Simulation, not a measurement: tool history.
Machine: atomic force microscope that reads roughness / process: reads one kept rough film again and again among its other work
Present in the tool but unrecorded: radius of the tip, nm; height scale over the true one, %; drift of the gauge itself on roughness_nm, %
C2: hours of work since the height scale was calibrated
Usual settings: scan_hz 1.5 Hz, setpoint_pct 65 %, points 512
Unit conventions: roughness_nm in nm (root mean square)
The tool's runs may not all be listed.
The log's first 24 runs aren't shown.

run 25 hour=358.7 | scan_hz=0.88 setpoint_pct=59 points=414 | pictures_with_this_tip=194 C2=32 | roughness_nm=1.019
run 26 hour=379.1 | scan_hz=0.88 setpoint_pct=59 points=414 | pictures_with_this_tip=230 C2=47 | roughness_nm=1.003
run 27 hour=388.8 | scan_hz=1.5 setpoint_pct=61 points=346 | pictures_with_this_tip=247 C2=54 | roughness_nm=0.968
-- hour=407.3 new tip fitted
run 28 hour=411.2 | scan_hz=1.5 setpoint_pct=68 points=425 | pictures_with_this_tip=7 C2=70 | roughness_nm=1.206
run 29 hour=428.8 | scan_hz=1.5 setpoint_pct=68 points=602 | pictures_with_this_tip=38 C2=83 | roughness_nm=1.191
run 30 hour=448.6 | scan_hz=0.74 setpoint_pct=75 points=306 | pictures_with_this_tip=73 C2=97 | roughness_nm=1.133
run 31 hour=460.5 | scan_hz=0.74 setpoint_pct=75 points=306 | pictures_with_this_tip=94 C2=105 | roughness_nm=1.108
run 32 hour=472.9 | scan_hz=0.77 setpoint_pct=55 points=326 | pictures_with_this_tip=116 C2=114 | roughness_nm=1.102
run 33 hour=487 | scan_hz=1.5 setpoint_pct=56 points=435 | pictures_with_this_tip=141 C2=125 | roughness_nm=1.086
run 34 hour=496.8 | scan_hz=1.5 setpoint_pct=56 points=435 | pictures_with_this_tip=159 C2=132 | roughness_nm=1.076
run 35 hour=510.5 | scan_hz=1.27 setpoint_pct=61 points=522 | pictures_with_this_tip=183 C2=142 | roughness_nm=1.054

Here are 3 independent what-if runs from the current tool condition. What would each one return?
run A hour=521.5 | scan_hz=1.5 setpoint_pct=69 points=512 | pictures_with_this_tip=202 C2=150 | roughness_nm=?
run B hour=521.5 | scan_hz=1.5 setpoint_pct=65 points=680 | pictures_with_this_tip=202 C2=150 | roughness_nm=?
run C hour=521.5 | scan_hz=1.97 setpoint_pct=57 points=512 | pictures_with_this_tip=202 C2=150 | roughness_nm=?

run=A roughness_nm=1.017
run=B roughness_nm=1.018
run=C roughness_nm=1.024
Without the tool's hidden state the same runs would have given:
run=A roughness_nm=1.229
run=B roughness_nm=1.231
run=C roughness_nm=1.237
